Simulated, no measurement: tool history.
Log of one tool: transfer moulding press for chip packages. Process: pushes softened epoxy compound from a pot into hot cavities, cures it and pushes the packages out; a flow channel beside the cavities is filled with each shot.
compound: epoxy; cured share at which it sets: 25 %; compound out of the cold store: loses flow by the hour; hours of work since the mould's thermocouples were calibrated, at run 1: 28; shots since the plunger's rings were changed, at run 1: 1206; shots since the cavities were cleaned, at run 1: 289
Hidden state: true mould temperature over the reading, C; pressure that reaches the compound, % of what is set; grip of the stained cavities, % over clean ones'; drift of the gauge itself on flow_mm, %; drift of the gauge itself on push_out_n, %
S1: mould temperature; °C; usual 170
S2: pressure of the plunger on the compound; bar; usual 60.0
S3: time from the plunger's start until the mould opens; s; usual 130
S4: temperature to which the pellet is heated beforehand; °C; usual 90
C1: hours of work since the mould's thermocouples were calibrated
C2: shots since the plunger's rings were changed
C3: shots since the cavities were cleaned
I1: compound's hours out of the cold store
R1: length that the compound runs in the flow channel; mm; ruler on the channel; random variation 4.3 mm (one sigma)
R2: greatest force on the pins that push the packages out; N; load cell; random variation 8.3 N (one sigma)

{"run": 1, "hour": 0.0, "S1": 170, "S2": 60.0, "S3": 130, "S4": 90, "C1": 28, "C2": 1206, "C3": 289, "I1": 13.7, "R1": 925, "R2": 374}
{"run": 2, "hour": 3.8, "S1": 170, "S2": 60.0, "S3": 130, "S4": 90, "C1": 31, "C2": 1240, "C3": 323, "I1": 25.5, "R1": 860, "R2": 369}
{"run": 3, "hour": 7.6, "S1": 170, "S2": 60.0, "S3": 130, "S4": 90, "C1": 33, "C2": 1274, "C3": 357, "I1": 8.5, "R1": 951, "R2": 381}
{"run": 4, "hour": 12.7, "S1": 170, "S2": 60.0, "S3": 130, "S4": 90, "C1": 36, "C2": 1319, "C3": 402, "I1": 11.3, "R1": 940, "R2": 394}
{"run": 5, "hour": 19.0, "S1": 170, "S2": 60.0, "S3": 130, "S4": 86, "C1": 39, "C2": 1375, "C3": 458, "I1": 46.9, "R1": 746, "R2": 353}
{"run": 6, "hour": 27.3, "S1": 170, "S2": 60.0, "S3": 130, "S4": 80, "C1": 44, "C2": 1449, "C3": 532, "I1": 12.1, "R1": 935, "R2": 358}
{"run": 7, "hour": 31.7, "S1": 170, "S2": 60.0, "S3": 130, "S4": 80, "C1": 47, "C2": 1489, "C3": 572, "I1": 14.8, "R1": 920, "R2": 375}
{"hour": 35.0, "done": "cavities cleaned with cleaning compound and waxed"}
{"run": 8, "hour": 38.1, "S1": 170, "S2": 60.0, "S3": 130, "S4": 90, "C1": 50, "C2": 1532, "C3": 27, "I1": 45.0, "R1": 756, "R2": 355}
{"run": 9, "hour": 41.9, "S1": 170, "S2": 60.0, "S3": 130, "S4": 90, "C1": 52, "C2": 1566, "C3": 61, "I1": 33.1, "R1": 812, "R2": 365}
{"run": 10, "hour": 50.0, "S1": 170, "S2": 60.0, "S3": 130, "S4": 90, "C1": 57, "C2": 1638, "C3": 133, "I1": 13.9, "R1": 924, "R2": 374}
{"run": 11, "hour": 56.1, "S1": 170, "S2": 72.3, "S3": 130, "S4": 90, "C1": 60, "C2": 1692, "C3": 187, "I1": 24.0, "R1": 948, "R2": 373}
{"run": 12, "hour": 60.9, "S1": 170, "S2": 72.3, "S3": 130, "S4": 90, "C1": 63, "C2": 1735, "C3": 230, "I1": 32.4, "R1": 895, "R2": 373}
{"run": 13, "hour": 65.5, "S1": 178, "S2": 60.0, "S3": 130, "S4": 90, "C1": 66, "C2": 1776, "C3": 271, "I1": 41.4, "R1": 758, "R2": 335}
{"run": 14, "hour": 72.8, "S1": 178, "S2": 60.0, "S3": 130, "S4": 90, "C1": 70, "C2": 1841, "C3": 336, "I1": 42.5, "R1": 749, "R2": 336}
{"run": 15, "hour": 76.7, "S1": 178, "S2": 60.0, "S3": 130, "S4": 90, "C1": 73, "C2": 1875, "C3": 370, "I1": 30.6, "R1": 813, "R2": 336}
{"run": 16, "hour": 85.1, "S1": 170, "S2": 55.0, "S3": 130, "S4": 86, "C1": 78, "C2": 1951, "C3": 446, "I1": 26.2, "R1": 812, "R2": 367}
{"run": 17, "hour": 90.3, "S1": 169, "S2": 55.0, "S3": 155, "S4": 86, "C1": 81, "C2": 1996, "C3": 491, "I1": 27.9, "R1": 819, "R2": 336}
{"run": 18, "hour": 99.3, "S1": 169, "S2": 48.8, "S3": 130, "S4": 81, "C1": 86, "C2": 2076, "C3": 571, "I1": 33.2, "R1": 735, "R2": 399}
{"hour": 102.9, "done": "cavities cleaned with cleaning compound and waxed"}
{"run": 19, "hour": 107.9, "S1": 169, "S2": 48.8, "S3": 130, "S4": 81, "C1": 90, "C2": 2140, "C3": 44, "I1": 34.2, "R1": 730, "R2": 384}
{"run": 20, "hour": 113.6, "S1": 170, "S2": 60.0, "S3": 122, "S4": 100, "C1": 93, "C2": 2191, "C3": 95, "I1": 26.9, "R1": 860, "R2": 393}
{"run": 21, "hour": 120.0, "S1": 170, "S2": 60.0, "S3": 122, "S4": 100, "C1": 97, "C2": 2248, "C3": 152, "I1": 41.3, "R1": 775, "R2": 387}
{"run": 22, "hour": 128.8, "S1": 170, "S2": 60.0, "S3": 167, "S4": 86, "C1": 102, "C2": 2326, "C3": 230, "I1": 26.1, "R1": 859, "R2": 336}
{"run": 23, "hour": 132.9, "S1": 170, "S2": 47.9, "S3": 161, "S4": 89, "C1": 105, "C2": 2362, "C3": 266, "I1": 26.5, "R1": 758, "R2": 337}
{"run": 24, "hour": 139.2, "S1": 173, "S2": 66.1, "S3": 130, "S4": 90, "C1": 109, "C2": 2419, "C3": 323, "I1": 17.3, "R1": 936, "R2": 355}
{"run": 25, "hour": 147.3, "S1": 176, "S2": 57.5, "S3": 121, "S4": 91, "C1": 113, "C2": 2491, "C3": 395, "I1": 37.3, "R1": 768, "R2": 348}
{"run": 26, "hour": 152.0, "S1": 178, "S2": 52.8, "S3": 124, "S4": 99, "C1": 116, "C2": 2532, "C3": 436, "I1": 46.0, "R1": 692, "R2": 342}
{"run": 27, "hour": 158.8, "S1": 167, "S2": 66.8, "S3": 124, "S4": 84, "C1": 120, "C2": 2593, "C3": 497, "I1": 19.0, "R1": 946, "R2": 436}
{"hour": 163.2, "done": "plunger's sealing rings changed"}
{"run": 28, "hour": 168.1, "S1": 163, "S2": 46.0, "S3": 124, "S4": 91, "C1": 124, "C2": 44, "C3": 558, "I1": 34.7, "R1": 721, "R2": 519}
{"hour": 173.2, "done": "cavities cleaned with cleaning compound and waxed"}
{"run": 29, "hour": 173.5, "S1": 170, "S2": 73.4, "S3": 130, "S4": 90, "C1": 126, "C2": 78, "C3": 2, "I1": 37.8, "R1": 877, "R2": 364}

Forecast each of these 3 alternatives for the next run:
{"run": "A", "hour": 178.0, "S1": 170, "S2": 73.4, "S3": 128, "S4": 98, "C1": 129, "C2": 119, "C3": 43, "I1": 17.2, "R1": "?", "R2": "?"}
{"run": "B", "hour": 178.0, "S1": 170, "S2": 61.1, "S3": 159, "S4": 87, "C1": 129, "C2": 119, "C3": 43, "I1": 30.4, "R1": "?", "R2": "?"}
{"run": "C", "hour": 178.0, "S1": 177, "S2": 49.0, "S3": 157, "S4": 90, "C1": 129, "C2": 119, "C3": 43, "I1": 18.8, "R1": "?", "R2": "?"}

run=A R1=994 R2=366
run=B R1=841 R2=346
run=C R1=807 R2=335
Without the tool's hidden state the same runs would have given:
run=A R1=994 R2=366
run=B R1=841 R2=346
run=C R1=807 R2=335
